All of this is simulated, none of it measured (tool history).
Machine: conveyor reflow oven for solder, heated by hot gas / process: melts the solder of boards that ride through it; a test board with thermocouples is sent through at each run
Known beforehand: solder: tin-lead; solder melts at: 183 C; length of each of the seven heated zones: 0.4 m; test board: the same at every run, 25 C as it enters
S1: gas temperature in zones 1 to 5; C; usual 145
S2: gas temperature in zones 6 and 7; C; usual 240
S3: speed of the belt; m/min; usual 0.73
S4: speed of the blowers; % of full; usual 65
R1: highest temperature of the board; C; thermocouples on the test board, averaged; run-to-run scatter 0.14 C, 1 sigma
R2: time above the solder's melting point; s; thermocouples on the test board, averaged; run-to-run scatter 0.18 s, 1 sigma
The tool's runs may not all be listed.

run,hour,S1,S2,S3,S4,R1,R2
1,0,145,240,0.73,65,225.6,56.4
# hour 27.4: flux residue cleaned out of gas plates and filters
2,74.3,145,240,0.73,65,227.9,57.9
3,167.6,145,240,0.73,65,227.8,57.6
4,235.2,150,240,0.73,65,228.2,59.8
5,298.8,150,240,0.73,65,228.1,59.6
# hour 311.6: thermocouples of zones 6 and 7 changed
6,344.9,145,240,0.73,65,226.7,57.2
7,386.1,145,240,0.73,65,226.2,57.4
8,459.9,145,240,0.73,65,226.3,57.3
9,548.9,145,240,0.73,65,226.1,57.3
10,610,145,240,0.73,65,226.1,57.2
11,703,145,240,0.73,65,225.8,57
12,753.4,145,240,0.73,65,225.8,57
13,828.9,145,240,0.73,65,225.4,57.3
14,893.5,145,240,0.73,65,225.4,56.8
# hour 945.9: flux residue cleaned out of gas plates and filters
15,965.7,145,240,0.73,68,228.2,58.6
16,1030.3,145,240,0.73,68,228.4,58.9
17,1084.1,145,240,0.73,68,228.3,58.2
# hour 1095.8: belt drive overhauled, speed set with a stopwatch
18,1176.9,145,240,0.73,68,228.2,59
19,1228.2,145,240,0.73,68,228,59.1
20,1270.7,145,240,0.73,68,227.9,58.7
21,1333.2,145,240,0.67,67,229.9,65.6
22,1384.4,145,248,0.67,67,237.1,68.4
23,1450.6,145,255,0.67,63,242.9,70.7
24,1508.1,140,245,0.795,66,228.2,52.5
# hour 1598: belt drive overhauled, speed set with a stopwatch, once more
25,1598,146,246,0.612,82,238.8,74.4
# hour 1630: thermocouples of zones 6 and 7 changed
26,1698.2,145,240,0.62,53,227.3,67.9
27,1777.4,141,251,0.791,85,235.2,55.4
# hour 1872.2: flux residue cleaned out of gas plates and filters
28,1872.2,145,240,0.872,59,220.2,44.3
29,1940,156,240,0.73,65,228.7,61.7
30,2013.9,156,240,0.73,65,228.6,62
31,2104.6,136,240,0.73,65,225.4,54.5

Some steps in R1 between neighbouring runs. How much of each would the tool show without its hidden state too (settings, what came in, random variation), and how much is left for the hidden state, with any gauge scatter that isn't in both results?
The hidden state here: heat that the gas passes to the board, % of a clean oven's; belt's true speed, % of the reading; true gas temperature in zones 6 and 7 over the reading, C; drift of the gauge itself on peak_c, C; drift of the gauge itself on liquid_s, %.
Run 1 -> 2: flux residue cleaned out of gas plates and filters. R1 +2.3 C: hidden state +2.4, all else -0.1.
Run 14 -> 15: S4 65 -> 68, flux residue cleaned out of gas plates and filters. R1 +2.8 C: hidden state +2.4, all else +0.4.
Run 23 -> 24: S1 145 -> 140, S2 255 -> 245, S3 0.67 -> 0.795, S4 63 -> 66. R1 -14.7 C: hidden state -0.4, all else -14.3.
Run 25 -> 26: S1 146 -> 145, S2 246 -> 240, S3 0.612 -> 0.62, S4 82 -> 53, thermocouples of zones 6 and 7 changed. R1 -11.5 C: hidden state -0.9, all else -10.6.
Run 27 -> 28: S1 141 -> 145, S2 251 -> 240, S3 0.791 -> 0.872, S4 85 -> 59, flux residue cleaned out of gas plates and filters. R1 -15 C: hidden state +3, all else -18.
